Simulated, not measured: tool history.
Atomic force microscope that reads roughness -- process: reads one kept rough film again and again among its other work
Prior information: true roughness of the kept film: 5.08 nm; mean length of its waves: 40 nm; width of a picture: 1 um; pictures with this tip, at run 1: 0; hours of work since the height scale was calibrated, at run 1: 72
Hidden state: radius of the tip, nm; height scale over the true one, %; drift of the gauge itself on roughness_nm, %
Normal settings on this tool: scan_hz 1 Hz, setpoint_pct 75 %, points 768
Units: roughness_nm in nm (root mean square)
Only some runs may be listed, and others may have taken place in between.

run,hour,scan_hz,setpoint_pct,points,pictures with this tip,hours of work since the height scale was calibrated,roughness_nm
1,0,1,75,768,0,72,4.454
2,37.4,1,75,768,69,100,4.303
3,77.2,1,75,768,141,129,4.269
4,109.3,1,75,397,200,153,4.216
5,134.1,1,75,768,245,171,4.159
6,165.8,1,75,768,303,194,4.048
7,204.6,3.37,75,768,374,223,3.585
# hour 214.2: new tip fitted
8,233.5,1,75,768,36,244,4.387
9,258.6,1,75,768,82,262,4.353
10,297.9,1,75,768,153,291,4.276
11,345,1,56,768,239,326,4.284
12,378.9,1,75,384,301,351,4.095
13,411.3,1,75,384,360,375,4.025
# hour 430.6: new tip fitted
14,460.9,1,75,326,56,411,4.361
15,492.2,1,75,326,113,434,4.311
16,522.1,1,75,326,168,456,4.257
17,561.4,1,75,768,239,485,4.186
18,617.5,1,75,768,342,526,4.098
19,642.2,1,75,768,387,544,4.046
# hour 648: new tip fitted
20,672.2,1,75,911,45,566,4.412
21,707.8,1,75,911,110,592,4.351
22,750.9,1,75,911,188,624,4.252
23,799.7,1,75,768,277,660,4.149
24,848.4,1,75,768,366,696,4.076
# hour 865.6: new tip fitted
25,884.2,1,75,768,34,722,4.411
26,927.9,1,75,345,114,754,4.277
27,974.2,1,60,345,198,788,4.346
28,1012.4,0.93,60,321,268,816,4.237
29,1045.1,0.93,60,321,327,840,4.16
# hour 1080.3: new tip fitted
30,1092.5,0.93,60,321,22,875,4.568
31,1124.7,1.04,78,415,81,899,4.344
32,1177.4,1.68,69,615,177,938,4.226
33,1219.5,1.42,65,405,254,969,4.199
34,1269.2,1.42,70,676,345,1005,4.113
# hour 1297.4: new tip fitted
35,1307.8,1.42,65,654,19,1033,4.534
36,1338.2,1.42,65,654,75,1056,4.483
37,1374.9,1.42,65,654,142,1083,4.364
# hour 1425.9: height scale calibrated on a step standard
38,1433,1,64,351,246,5,4.213
39,1485.7,1,62,328,342,44,4.116
# hour 1512.9: new tip fitted
40,1532.3,1,59,768,35,78,4.53
41,1564.9,1,59,768,95,102,4.464
42,1589.5,1.25,59,379,140,120,4.37
43,1614.4,0.96,79,548,185,138,4.176
44,1642.8,0.96,81,504,237,159,4.148
45,1693.7,0.96,81,504,330,197,4.011
# hour 1727.5: new tip fitted
46,1742.9,3.72,71,959,28,233,4.039
47,1785,1.78,75,658,104,264,4.175
48,1837.8,1.78,75,658,201,303,4.087
49,1896.7,1.78,75,658,308,346,3.982
50,1930.5,0.57,79,345,370,371,4.073
# hour 1943.9: new tip fitted
51,1976.4,0.57,85,450,59,404,4.338
52,2012.2,0.57,89,314,124,431,4.211
53,2063.6,1,65,735,218,469,4.246

Measured minus without-hidden-state, run by run (identical run-to-run variation in each term; gauge scatter may differ):
run,roughness_nm
1,-0.016
2,-0.106
3,-0.194
4,-0.261
5,-0.31
6,-0.375
7,-0.408
8,-0.048
9,-0.102
10,-0.194
11,-0.297
12,-0.368
13,-0.417
14,-0.05
15,-0.117
16,-0.181
17,-0.265
18,-0.375
19,-0.424
20,-0.041
21,-0.122
22,-0.217
23,-0.316
24,-0.404
25,-0.029
26,-0.136
27,-0.238
28,-0.315
29,-0.381
30,+0.005
31,-0.067
32,-0.179
33,-0.267
34,-0.364
35,+0.037
36,-0.031
37,-0.108
38,-0.304
39,-0.401
40,-0.047
41,-0.114
42,-0.173
43,-0.227
44,-0.288
45,-0.394
46,-0.026
47,-0.117
48,-0.224
49,-0.34
50,-0.419
51,-0.09
52,-0.163
53,-0.276
